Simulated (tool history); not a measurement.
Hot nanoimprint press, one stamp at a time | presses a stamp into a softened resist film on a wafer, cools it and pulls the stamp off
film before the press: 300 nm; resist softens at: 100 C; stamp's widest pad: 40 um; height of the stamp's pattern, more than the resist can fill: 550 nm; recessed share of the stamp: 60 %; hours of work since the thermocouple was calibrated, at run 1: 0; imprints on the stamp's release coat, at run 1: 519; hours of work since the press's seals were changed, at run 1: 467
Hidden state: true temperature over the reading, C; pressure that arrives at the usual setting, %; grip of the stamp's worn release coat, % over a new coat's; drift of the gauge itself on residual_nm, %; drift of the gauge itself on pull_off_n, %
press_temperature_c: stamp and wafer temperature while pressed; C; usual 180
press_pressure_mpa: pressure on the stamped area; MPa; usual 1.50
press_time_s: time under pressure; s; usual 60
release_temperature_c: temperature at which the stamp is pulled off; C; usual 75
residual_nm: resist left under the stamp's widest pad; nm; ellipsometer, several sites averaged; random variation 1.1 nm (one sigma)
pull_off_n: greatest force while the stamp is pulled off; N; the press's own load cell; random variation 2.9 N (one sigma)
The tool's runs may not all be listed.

| run | hour | press_temperature_c | press_pressure_mpa | press_time_s | release_temperature_c | hours of work since the thermocouple was calibrated | imprints on the stamp's release coat | hours of work since the press's seals were changed | residual_nm | pull_off_n |
|---|---|---|---|---|---|---|---|---|---|---|
| 1 | 0.0 | 180 | 1.50 | 60 | 75 | 0 | 519 | 467 | 183.9 | 152 |
| 2 | 69.0 | 180 | 1.50 | 60 | 75 | 48 | 804 | 515 | 185.1 | 159 |
| 3 | 124.5 | 180 | 1.50 | 60 | 75 | 86 | 1034 | 553 | 185.8 | 166 |
|  | 160.4 | stamp cleaned and given a new release coat |
| 4 | 200.9 | 180 | 1.50 | 60 | 75 | 135 | 168 | 602 | 185.9 | 146 |
| 5 | 268.6 | 180 | 1.50 | 60 | 75 | 182 | 447 | 649 | 188.3 | 154 |
| 6 | 318.7 | 180 | 1.50 | 60 | 71 | 217 | 655 | 684 | 186.6 | 157 |
| 7 | 358.0 | 180 | 1.50 | 60 | 63 | 244 | 817 | 711 | 188.2 | 183 |
| 8 | 415.5 | 180 | 1.50 | 60 | 63 | 284 | 1055 | 751 | 191.0 | 191 |
|  | 432.0 | plate thermocouple calibrated |
|  | 448.5 | stamp cleaned and given a new release coat |
| 9 | 492.1 | 180 | 1.50 | 60 | 63 | 37 | 180 | 798 | 184.8 | 170 |
| 10 | 529.7 | 180 | 1.28 | 60 | 75 | 64 | 336 | 824 | 195.1 | 152 |
| 11 | 578.8 | 180 | 1.28 | 60 | 75 | 98 | 539 | 858 | 194.4 | 154 |
| 12 | 632.6 | 180 | 1.28 | 60 | 75 | 135 | 761 | 895 | 196.1 | 166 |
| 13 | 674.4 | 180 | 1.50 | 60 | 75 | 164 | 934 | 924 | 188.6 | 163 |
| 14 | 716.4 | 180 | 1.50 | 60 | 75 | 193 | 1108 | 953 | 189.5 | 172 |
|  | 737.8 | stamp cleaned and given a new release coat |
| 15 | 765.3 | 180 | 1.50 | 60 | 75 | 223 | 114 | 983 | 188.6 | 137 |
| 16 | 810.7 | 188 | 1.50 | 60 | 75 | 254 | 302 | 1014 | 137.3 | 143 |
| 17 | 849.6 | 188 | 1.50 | 60 | 75 | 281 | 463 | 1041 | 136.6 | 146 |
|  | 867.0 | plate thermocouple calibrated |
|  | 900.5 | press's hydraulic seals changed and the load cell set to zero |
| 18 | 911.5 | 172 | 1.28 | 51 | 73 | 25 | 673 | 8 | 249.1 | 157 |
| 19 | 944.4 | 185 | 1.48 | 49 | 70 | 48 | 809 | 30 | 160.3 | 167 |
| 20 | 980.1 | 171 | 1.48 | 47 | 70 | 73 | 956 | 55 | 249.7 | 178 |
| 21 | 1014.1 | 187 | 1.20 | 76 | 70 | 96 | 1097 | 79 | 137.1 | 179 |
|  | 1034.3 | stamp cleaned and given a new release coat |
| 22 | 1082.6 | 183 | 1.28 | 50 | 60 | 140 | 199 | 122 | 181.3 | 169 |
| 23 | 1122.5 | 168 | 0.96 | 43 | 71 | 167 | 364 | 150 | 277.8 | 159 |
| 24 | 1176.3 | 180 | 1.77 | 60 | 75 | 205 | 587 | 187 | 173.5 | 153 |
| 25 | 1212.4 | 180 | 1.50 | 69 | 75 | 230 | 736 | 212 | 176.5 | 151 |
| 26 | 1260.6 | 180 | 1.50 | 69 | 75 | 263 | 935 | 245 | 177.1 | 170 |
|  | 1302.9 | plate thermocouple calibrated |
|  | 1323.5 | stamp cleaned and given a new release coat |
| 27 | 1330.4 | 180 | 1.11 | 64 | 75 | 15 | 29 | 288 | 195.6 | 140 |
| 28 | 1370.8 | 184 | 1.43 | 60 | 65 | 43 | 196 | 316 | 159.9 | 165 |
| 29 | 1417.8 | 184 | 1.43 | 60 | 65 | 75 | 390 | 348 | 158.3 | 170 |
| 30 | 1456.6 | 172 | 1.80 | 60 | 75 | 102 | 550 | 375 | 228.6 | 149 |

Forecast each of these 3 alternatives for the next run:
| A | 1499.5 | 186 | 1.45 | 113 | 75 | 132 | 727 | 405 | ? | ? |
| B | 1499.5 | 178 | 2.18 | 48 | 75 | 132 | 727 | 405 | ? | ? |
| C | 1499.5 | 180 | 1.52 | 60 | 66 | 132 | 727 | 405 | ? | ? |

| run | residual_nm | pull_off_n |
|---|---|---|
| A | 114.2 | 157 |
| B | 190.6 | 160 |
| C | 185.4 | 174 |
Without the tool's hidden state the same runs would have given:
| run | residual_nm | pull_off_n |
|---|---|---|
| A | 110.9 | 136 |
| B | 185.4 | 139 |
| C | 181.1 | 151 |

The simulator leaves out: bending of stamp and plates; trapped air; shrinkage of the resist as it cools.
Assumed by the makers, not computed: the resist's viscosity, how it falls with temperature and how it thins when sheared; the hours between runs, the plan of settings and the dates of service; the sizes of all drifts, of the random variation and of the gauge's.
